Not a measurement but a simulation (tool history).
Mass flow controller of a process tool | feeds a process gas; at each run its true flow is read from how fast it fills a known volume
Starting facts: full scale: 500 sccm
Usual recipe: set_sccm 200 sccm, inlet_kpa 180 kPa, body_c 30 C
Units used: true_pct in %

Run 1, hour 0.0: usual settings. Result: true_pct 97.75 %.
Run 2, hour 135.0: usual settings. Result: true_pct 97.81 %.
Run 3, hour 321.6: usual settings but set_sccm 114 sccm. Result: true_pct 97.41 %.
Run 4, hour 436.0: usual settings but set_sccm 114 sccm. Result: true_pct 97.15 %.
Run 5, hour 649.0: usual settings. Result: true_pct 97.59 %.
Run 6, hour 848.5: usual settings but body_c 25 C. Result: true_pct 98.03 %.
Run 7, hour 1055.2: usual settings but set_sccm 347 sccm. Result: true_pct 98.10 %.
Run 8, hour 1296.2: usual settings but set_sccm 347 sccm. Result: true_pct 98.11 %.
Run 9, hour 1426.4: usual settings but set_sccm 347 sccm. Result: true_pct 97.90 %.
Run 10, hour 1574.9: usual settings but set_sccm 391 sccm. Result: true_pct 98.22 %.
Run 11, hour 1693.2: usual settings but set_sccm 391 sccm. Result: true_pct 98.10 %.
Run 12, hour 1805.4: usual settings but set_sccm 391 sccm. Result: true_pct 98.09 %.
Run 13, hour 2054.6: usual settings but set_sccm 391 sccm, body_c 25 C. Result: true_pct 98.53 %.
Run 14, hour 2168.2: usual settings but set_sccm 391 sccm, body_c 25 C. Result: true_pct 98.48 %.
Run 15, hour 2283.5: usual settings. Result: true_pct 96.92 %.
Run 16, hour 2490.6: usual settings. Result: true_pct 96.89 %.
Run 17, hour 2736.9: usual settings but set_sccm 64 sccm. Result: true_pct 95.98 %.
Run 18, hour 2901.6: usual settings but body_c 22 C. Result: true_pct 97.40 %.
Run 19, hour 3070.7: usual settings but body_c 22 C. Result: true_pct 97.44 %.
Run 20, hour 3274.8: usual settings but body_c 22 C. Result: true_pct 97.34 %.
Run 21, hour 3409.9: usual settings. Result: true_pct 96.42 %.
At hour 3539.8: gauge calibrated.
Run 22, hour 3539.8: usual settings. Result: true_pct 97.81 %.
Run 23, hour 3771.2: usual settings. Result: true_pct 97.73 %.
Run 24, hour 3971.6: usual settings. Result: true_pct 97.75 %.
Run 25, hour 4142.8: usual settings but inlet_kpa 176 kPa, body_c 35 C. Result: true_pct 97.08 %.
Run 26, hour 4326.2: usual settings but set_sccm 54 sccm, body_c 27 C. Result: true_pct 96.99 %.
Run 27, hour 4546.6: usual settings but set_sccm 321 sccm, inlet_kpa 170 kPa. Result: true_pct 98.00 %.
Run 28, hour 4723.4: usual settings but set_sccm 67 sccm, inlet_kpa 207 kPa, body_c 21 C. Result: true_pct 97.58 %.
Run 29, hour 4962.4: usual settings but set_sccm 67 sccm, inlet_kpa 207 kPa, body_c 21 C. Result: true_pct 97.45 %.
Run 30, hour 5149.8: usual settings but inlet_kpa 221 kPa. Result: true_pct 97.31 %.
Run 31, hour 5365.0: usual settings but set_sccm 84 sccm. Result: true_pct 96.46 %.
Run 32, hour 5481.6: usual settings but set_sccm 56 sccm, inlet_kpa 277 kPa. Result: true_pct 96.34 %.
Run 33, hour 5686.6: usual settings but inlet_kpa 207 kPa, body_c 36 C. Result: true_pct 96.36 %.
Run 34, hour 5951.2: usual settings but inlet_kpa 141 kPa, body_c 36 C. Result: true_pct 96.08 %.
Run 35, hour 6100.5: usual settings but inlet_kpa 141 kPa, body_c 36 C. Result: true_pct 96.12 %.
Run 36, hour 6256.0: usual settings but set_sccm 461 sccm, inlet_kpa 181 kPa, body_c 36 C. Result: true_pct 97.52 %.

Estimate the outcome of run 37 from the log above:
Run 37, hour 6383.8: usual settings but set_sccm 461 sccm, inlet_kpa 181 kPa, body_c 36 C. Result: true_pct ?.

true_pct: 97.38 %
On a tool with no hidden condition, and with the same random variation, this run would have come out at true_pct 98.51 %.
